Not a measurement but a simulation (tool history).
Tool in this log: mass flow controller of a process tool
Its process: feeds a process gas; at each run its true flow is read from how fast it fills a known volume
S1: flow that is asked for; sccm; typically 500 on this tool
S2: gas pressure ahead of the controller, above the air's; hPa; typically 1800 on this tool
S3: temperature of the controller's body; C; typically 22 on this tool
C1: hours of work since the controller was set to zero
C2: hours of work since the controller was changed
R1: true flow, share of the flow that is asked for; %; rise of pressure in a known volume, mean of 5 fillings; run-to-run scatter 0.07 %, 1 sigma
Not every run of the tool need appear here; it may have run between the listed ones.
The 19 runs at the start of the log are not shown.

run      day   S1    S2  S3    C1    C2     R1
 20   47.238  138  1800  22  1204  1204  96.26
 21   49.446  500  2510  22  1229  1229  98.75
 22    52.95  500  2510  22  1268  1268  98.52
 23   55.546  912  1670  22  1297  1297  99.11
 24   58.967  912  1670  22  1335  1335     99
 25   61.288  500  1500  26  1361  1361  97.64
 26   64.008  500  2290  36  1392  1392  97.46
 27   67.317  198  1800  27  1429  1429  96.18
 28   70.271  198  1800  27  1462  1462  96.38
 29   73.446  193  2070  22  1497  1497  96.58
 30   76.183  193  2070  22  1528  1528  96.66
 31   77.746  193  2070  22  1545  1545  96.64
 32   81.133  246  2070  23  1583  1583  96.77
 33   84.808  652  1670  23  1624  1624  98.31
 34   88.075  384  2160  28  1661  1661  97.38
 35   91.567  819  2520  22  1700  1700   99.2
 36   93.062  295  2400  31  1717  1717  96.76
 37   96.558  295  2400  31  1756  1756  96.76
 38     98.5  295  2400  31  1778  1778  96.74
 39   99.983  500  2080  32  1794  1794  97.33
 40  103.362  500  2080  32  1832  1832  97.33
 41  106.062  107  1880  25  1862  1862  94.28
 42  108.717  216  2410  21  1892  1892  96.61
 43  110.562  216  1580  35  1912  1912  95.35

5 options for the next run, each taken on its own from the tool as it stands now. Forecast them:
  A  112.35  228  2790  36  1932  1932   ?
  B  112.35  500  2230  22  1932  1932   ?
  C  112.35  241  2200  23  1932  1932   ?
  D  112.35  656  1800  23  1932  1932   ?
  E  112.35  852  1650  22  1932  1932   ?

run     R1
  A   96.1
  B  98.14
  C   96.6
  D  98.14
  E  98.52
With no hidden state in the tool, these same runs would have given:
run     R1
  A   98.3
  B  99.47
  C  98.72
  D  99.29
  E  99.55
